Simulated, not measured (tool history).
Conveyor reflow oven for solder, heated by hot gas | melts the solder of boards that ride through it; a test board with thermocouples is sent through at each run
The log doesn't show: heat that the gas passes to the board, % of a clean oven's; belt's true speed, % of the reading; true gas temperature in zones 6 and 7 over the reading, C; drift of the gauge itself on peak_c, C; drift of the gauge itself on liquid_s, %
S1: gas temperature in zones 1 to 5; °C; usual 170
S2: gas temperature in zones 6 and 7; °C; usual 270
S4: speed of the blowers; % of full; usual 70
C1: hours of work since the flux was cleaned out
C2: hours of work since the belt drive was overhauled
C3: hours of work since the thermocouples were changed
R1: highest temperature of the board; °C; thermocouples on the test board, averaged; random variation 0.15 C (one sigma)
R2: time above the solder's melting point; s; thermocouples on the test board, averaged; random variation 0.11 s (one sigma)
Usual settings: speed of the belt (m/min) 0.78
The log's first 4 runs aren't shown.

{"run": 5, "hour": 158.2, "S1": 170, "S2": 268, "speed of the belt (m/min)": 0.78, "S4": 70, "C1": 240, "C2": 166, "C3": 424, "R1": 247.1, "R2": 41.1}
{"run": 6, "hour": 185.5, "S1": 170, "S2": 273, "speed of the belt (m/min)": 0.78, "S4": 70, "C1": 255, "C2": 181, "C3": 439, "R1": 251, "R2": 43.5}
{"run": 7, "hour": 213.6, "S1": 170, "S2": 273, "speed of the belt (m/min)": 0.78, "S4": 70, "C1": 270, "C2": 196, "C3": 454, "R1": 251, "R2": 43.4}
{"hour": 267.1, "done": "flux residue cleaned out of gas plates and filters"}
{"run": 8, "hour": 268.0, "S1": 170, "S2": 273, "speed of the belt (m/min)": 0.78, "S4": 70, "C1": 0, "C2": 224, "C3": 482, "R1": 252.6, "R2": 44.7}
{"run": 9, "hour": 309.9, "S1": 170, "S2": 273, "speed of the belt (m/min)": 0.78, "S4": 70, "C1": 23, "C2": 247, "C3": 505, "R1": 252.6, "R2": 44.7}
{"hour": 336.2, "done": "thermocouples of zones 6 and 7 changed"}
{"run": 10, "hour": 342.3, "S1": 170, "S2": 273, "speed of the belt (m/min)": 0.78, "S4": 70, "C1": 40, "C2": 263, "C3": 3, "R1": 253.7, "R2": 45.2}
{"run": 11, "hour": 390.4, "S1": 170, "S2": 273, "speed of the belt (m/min)": 0.78, "S4": 70, "C1": 67, "C2": 290, "C3": 30, "R1": 253.6, "R2": 45}
{"run": 12, "hour": 430.3, "S1": 170, "S2": 273, "speed of the belt (m/min)": 0.78, "S4": 70, "C1": 88, "C2": 312, "C3": 52, "R1": 253.1, "R2": 44.9}
{"run": 13, "hour": 469.0, "S1": 170, "S2": 270, "speed of the belt (m/min)": 0.92, "S4": 70, "C1": 110, "C2": 333, "C3": 73, "R1": 244.4, "R2": 31.9}
{"run": 14, "hour": 514.1, "S1": 170, "S2": 270, "speed of the belt (m/min)": 0.92, "S4": 70, "C1": 134, "C2": 358, "C3": 98, "R1": 244, "R2": 31.7}
{"run": 15, "hour": 549.1, "S1": 170, "S2": 270, "speed of the belt (m/min)": 0.92, "S4": 70, "C1": 154, "C2": 377, "C3": 117, "R1": 243.5, "R2": 31.4}
{"run": 16, "hour": 587.9, "S1": 170, "S2": 270, "speed of the belt (m/min)": 0.92, "S4": 70, "C1": 175, "C2": 398, "C3": 138, "R1": 243.4, "R2": 31.4}
{"run": 17, "hour": 611.9, "S1": 170, "S2": 270, "speed of the belt (m/min)": 0.72, "S4": 70, "C1": 188, "C2": 411, "C3": 151, "R1": 252.3, "R2": 48.9}
{"run": 18, "hour": 638.3, "S1": 168, "S2": 266, "speed of the belt (m/min)": 0.727, "S4": 70, "C1": 203, "C2": 426, "C3": 166, "R1": 248, "R2": 44.8}
{"run": 19, "hour": 681.4, "S1": 168, "S2": 261, "speed of the belt (m/min)": 0.777, "S4": 64, "C1": 226, "C2": 449, "C3": 189, "R1": 240.1, "R2": 35.3}
{"run": 20, "hour": 724.6, "S1": 164, "S2": 274, "speed of the belt (m/min)": 0.88, "S4": 81, "C1": 250, "C2": 473, "C3": 213, "R1": 248.5, "R2": 35.6}
{"run": 21, "hour": 764.8, "S1": 166, "S2": 274, "speed of the belt (m/min)": 0.78, "S4": 70, "C1": 272, "C2": 495, "C3": 235, "R1": 251.8, "R2": 42.8}
{"run": 22, "hour": 800.4, "S1": 170, "S2": 270, "speed of the belt (m/min)": 0.791, "S4": 70, "C1": 292, "C2": 515, "C3": 255, "R1": 248.3, "R2": 41.1}
{"hour": 813.0, "done": "flux residue cleaned out of gas plates and filters"}
{"run": 23, "hour": 841.9, "S1": 172, "S2": 270, "speed of the belt (m/min)": 0.791, "S4": 70, "C1": 16, "C2": 535, "C3": 275, "R1": 250.7, "R2": 43.4}
{"run": 24, "hour": 874.5, "S1": 172, "S2": 270, "speed of the belt (m/min)": 0.632, "S4": 70, "C1": 34, "C2": 553, "C3": 293, "R1": 256.9, "R2": 60.3}
{"run": 25, "hour": 917.1, "S1": 172, "S2": 270, "speed of the belt (m/min)": 0.632, "S4": 70, "C1": 57, "C2": 576, "C3": 316, "R1": 256.8, "R2": 60.1}
{"run": 26, "hour": 948.4, "S1": 172, "S2": 262, "speed of the belt (m/min)": 0.632, "S4": 70, "C1": 74, "C2": 593, "C3": 333, "R1": 249.4, "R2": 56}
{"run": 27, "hour": 994.7, "S1": 172, "S2": 262, "speed of the belt (m/min)": 0.632, "S4": 70, "C1": 100, "C2": 619, "C3": 359, "R1": 249.2, "R2": 55.8}
{"run": 28, "hour": 1016.8, "S1": 159, "S2": 277, "speed of the belt (m/min)": 0.889, "S4": 81, "C1": 112, "C2": 631, "C3": 371, "R1": 250.6, "R2": 35.3}
{"run": 29, "hour": 1039.3, "S1": 159, "S2": 277, "speed of the belt (m/min)": 0.889, "S4": 81, "C1": 124, "C2": 643, "C3": 383, "R1": 250.5, "R2": 35.4}

Run 30 comes next. What will it give?
{"run": 30, "hour": 1062.9, "S1": 168, "S2": 264, "speed of the belt (m/min)": 0.889, "S4": 85, "C1": 137, "C2": 656, "C3": 396, "R1": "?", "R2": "?"}

{"run 30": {"R1": 242.2, "R2": 32.4}}
Without the tool's hidden state the same run would have given R1 244.7 °C, R2 34 s.
